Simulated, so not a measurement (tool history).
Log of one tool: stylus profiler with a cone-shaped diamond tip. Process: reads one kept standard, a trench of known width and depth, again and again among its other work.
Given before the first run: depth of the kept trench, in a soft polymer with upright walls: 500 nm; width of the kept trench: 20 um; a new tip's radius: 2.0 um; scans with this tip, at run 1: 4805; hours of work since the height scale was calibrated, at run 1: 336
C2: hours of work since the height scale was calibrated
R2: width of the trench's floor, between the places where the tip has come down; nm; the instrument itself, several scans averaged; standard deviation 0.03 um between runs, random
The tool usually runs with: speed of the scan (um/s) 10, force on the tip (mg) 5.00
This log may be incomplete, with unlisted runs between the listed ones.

run 1 day=0.000 | speed_of_the_scan_(um/s)=10 force_on_the_tip_(mg)=5.00 | scans_with_this_tip=4805 C2=336 | depth_of_the_trench_(nm)=506.58 R2=17350
run 2 day=0.600 | speed_of_the_scan_(um/s)=10 force_on_the_tip_(mg)=5.00 | scans_with_this_tip=4910 C2=343 | depth_of_the_trench_(nm)=506.56 R2=17320
run 3 day=1.775 | speed_of_the_scan_(um/s)=10 force_on_the_tip_(mg)=5.00 | scans_with_this_tip=5116 C2=358 | depth_of_the_trench_(nm)=506.78 R2=17330
run 4 day=2.383 | speed_of_the_scan_(um/s)=10 force_on_the_tip_(mg)=5.00 | scans_with_this_tip=5222 C2=365 | depth_of_the_trench_(nm)=506.93 R2=17330
run 5 day=3.075 | speed_of_the_scan_(um/s)=10 force_on_the_tip_(mg)=5.00 | scans_with_this_tip=5344 C2=374 | depth_of_the_trench_(nm)=507.04 R2=17390
run 6 day=4.075 | speed_of_the_scan_(um/s)=10 force_on_the_tip_(mg)=5.00 | scans_with_this_tip=5519 C2=386 | depth_of_the_trench_(nm)=506.99 R2=17370
run 7 day=4.883 | speed_of_the_scan_(um/s)=10 force_on_the_tip_(mg)=5.00 | scans_with_this_tip=5661 C2=396 | depth_of_the_trench_(nm)=506.98 R2=17330
run 8 day=6.296 | speed_of_the_scan_(um/s)=10 force_on_the_tip_(mg)=5.00 | scans_with_this_tip=5908 C2=413 | depth_of_the_trench_(nm)=507.03 R2=17260
run 9 day=6.917 | speed_of_the_scan_(um/s)=10 force_on_the_tip_(mg)=5.00 | scans_with_this_tip=6017 C2=421 | depth_of_the_trench_(nm)=506.71 R2=17320
run 10 day=7.496 | speed_of_the_scan_(um/s)=10 force_on_the_tip_(mg)=5.00 | scans_with_this_tip=6119 C2=428 | depth_of_the_trench_(nm)=506.93 R2=17320
run 11 day=8.650 | speed_of_the_scan_(um/s)=10 force_on_the_tip_(mg)=5.00 | scans_with_this_tip=6321 C2=442 | depth_of_the_trench_(nm)=506.90 R2=17340
run 12 day=9.833 | speed_of_the_scan_(um/s)=10 force_on_the_tip_(mg)=5.00 | scans_with_this_tip=6528 C2=456 | depth_of_the_trench_(nm)=506.73 R2=17390
run 13 day=10.867 | speed_of_the_scan_(um/s)=10 force_on_the_tip_(mg)=5.00 | scans_with_this_tip=6710 C2=469 | depth_of_the_trench_(nm)=506.85 R2=17330
run 14 day=11.950 | speed_of_the_scan_(um/s)=10 force_on_the_tip_(mg)=5.00 | scans_with_this_tip=6899 C2=482 | depth_of_the_trench_(nm)=506.73 R2=17320
run 15 day=13.071 | speed_of_the_scan_(um/s)=10 force_on_the_tip_(mg)=5.00 | scans_with_this_tip=7096 C2=496 | depth_of_the_trench_(nm)=506.79 R2=17290
run 16 day=13.867 | speed_of_the_scan_(um/s)=10 force_on_the_tip_(mg)=5.00 | scans_with_this_tip=7235 C2=506 | depth_of_the_trench_(nm)=506.89 R2=17340
run 17 day=14.679 | speed_of_the_scan_(um/s)=10 force_on_the_tip_(mg)=5.00 | scans_with_this_tip=7377 C2=516 | depth_of_the_trench_(nm)=506.76 R2=17330
run 18 day=15.729 | speed_of_the_scan_(um/s)=5 force_on_the_tip_(mg)=9.16 | scans_with_this_tip=7561 C2=529 | depth_of_the_trench_(nm)=510.35 R2=17380
run 19 day=16.521 | speed_of_the_scan_(um/s)=5 force_on_the_tip_(mg)=9.16 | scans_with_this_tip=7700 C2=538 | depth_of_the_trench_(nm)=510.12 R2=17360
run 20 day=17.879 | speed_of_the_scan_(um/s)=18 force_on_the_tip_(mg)=11.91 | scans_with_this_tip=7938 C2=555 | depth_of_the_trench_(nm)=512.14 R2=17350
run 21 day=18.904 | speed_of_the_scan_(um/s)=18 force_on_the_tip_(mg)=11.91 | scans_with_this_tip=8117 C2=568 | depth_of_the_trench_(nm)=512.41 R2=17290
run 22 day=19.533 | speed_of_the_scan_(um/s)=5 force_on_the_tip_(mg)=4.71 | scans_with_this_tip=8228 C2=575 | depth_of_the_trench_(nm)=506.47 R2=17320
run 23 day=20.900 | speed_of_the_scan_(um/s)=7 force_on_the_tip_(mg)=2.81 | scans_with_this_tip=8467 C2=592 | depth_of_the_trench_(nm)=504.62 R2=17310
run 24 day=22.238 | speed_of_the_scan_(um/s)=7 force_on_the_tip_(mg)=2.81 | scans_with_this_tip=8702 C2=608 | depth_of_the_trench_(nm)=504.78 R2=17370
run 25 day=23.488 | speed_of_the_scan_(um/s)=7 force_on_the_tip_(mg)=2.81 | scans_with_this_tip=8921 C2=624 | depth_of_the_trench_(nm)=504.45 R2=17260
run 26 day=24.317 | speed_of_the_scan_(um/s)=7 force_on_the_tip_(mg)=2.81 | scans_with_this_tip=9066 C2=634 | depth_of_the_trench_(nm)=504.63 R2=17350
run 27 day=25.479 | speed_of_the_scan_(um/s)=23 force_on_the_tip_(mg)=4.46 | scans_with_this_tip=9270 C2=648 | depth_of_the_trench_(nm)=506.50 R2=17270
run 28 day=26.500 | speed_of_the_scan_(um/s)=10 force_on_the_tip_(mg)=2.33 | scans_with_this_tip=9449 C2=661 | depth_of_the_trench_(nm)=504.17 R2=17320
run 29 day=27.600 | speed_of_the_scan_(um/s)=10 force_on_the_tip_(mg)=2.33 | scans_with_this_tip=9641 C2=674 | depth_of_the_trench_(nm)=504.06 R2=17300
run 30 day=28.646 | speed_of_the_scan_(um/s)=2 force_on_the_tip_(mg)=2.96 | scans_with_this_tip=9824 C2=687 | depth_of_the_trench_(nm)=504.87 R2=17320
run 31 day=29.504 | speed_of_the_scan_(um/s)=2 force_on_the_tip_(mg)=2.96 | scans_with_this_tip=9975 C2=697 | depth_of_the_trench_(nm)=504.60 R2=17300
run 32 day=30.800 | speed_of_the_scan_(um/s)=30 force_on_the_tip_(mg)=8.91 | scans_with_this_tip=10202 C2=713 | depth_of_the_trench_(nm)=510.13 R2=17230
run 33 day=31.408 | speed_of_the_scan_(um/s)=8 force_on_the_tip_(mg)=14.53 | scans_with_this_tip=10309 C2=721 | depth_of_the_trench_(nm)=513.71 R2=17310

Branching from run 33: 4 alternative next runs. What would each branch give?
run A day=32.638 | speed_of_the_scan_(um/s)=2 force_on_the_tip_(mg)=8.38 | scans_with_this_tip=10524 C2=736 | depth_of_the_trench_(nm)=? R2=?
run B day=32.638 | speed_of_the_scan_(um/s)=8 force_on_the_tip_(mg)=5.00 | scans_with_this_tip=10524 C2=736 | depth_of_the_trench_(nm)=? R2=?
run C day=32.638 | speed_of_the_scan_(um/s)=3 force_on_the_tip_(mg)=13.57 | scans_with_this_tip=10524 C2=736 | depth_of_the_trench_(nm)=? R2=?
run D day=32.638 | speed_of_the_scan_(um/s)=29 force_on_the_tip_(mg)=2.12 | scans_with_this_tip=10524 C2=736 | depth_of_the_trench_(nm)=? R2=?

run=A depth_of_the_trench_(nm)=509.69 R2=17390
run=B depth_of_the_trench_(nm)=507.09 R2=17280
run=C depth_of_the_trench_(nm)=513.40 R2=17330
run=D depth_of_the_trench_(nm)=503.75 R2=17200
What these runs would have given with no unlogged condition in the tool:
run=A depth_of_the_trench_(nm)=509.69 R2=17400
run=B depth_of_the_trench_(nm)=507.10 R2=17290
run=C depth_of_the_trench_(nm)=513.40 R2=17340
run=D depth_of_the_trench_(nm)=503.75 R2=17210
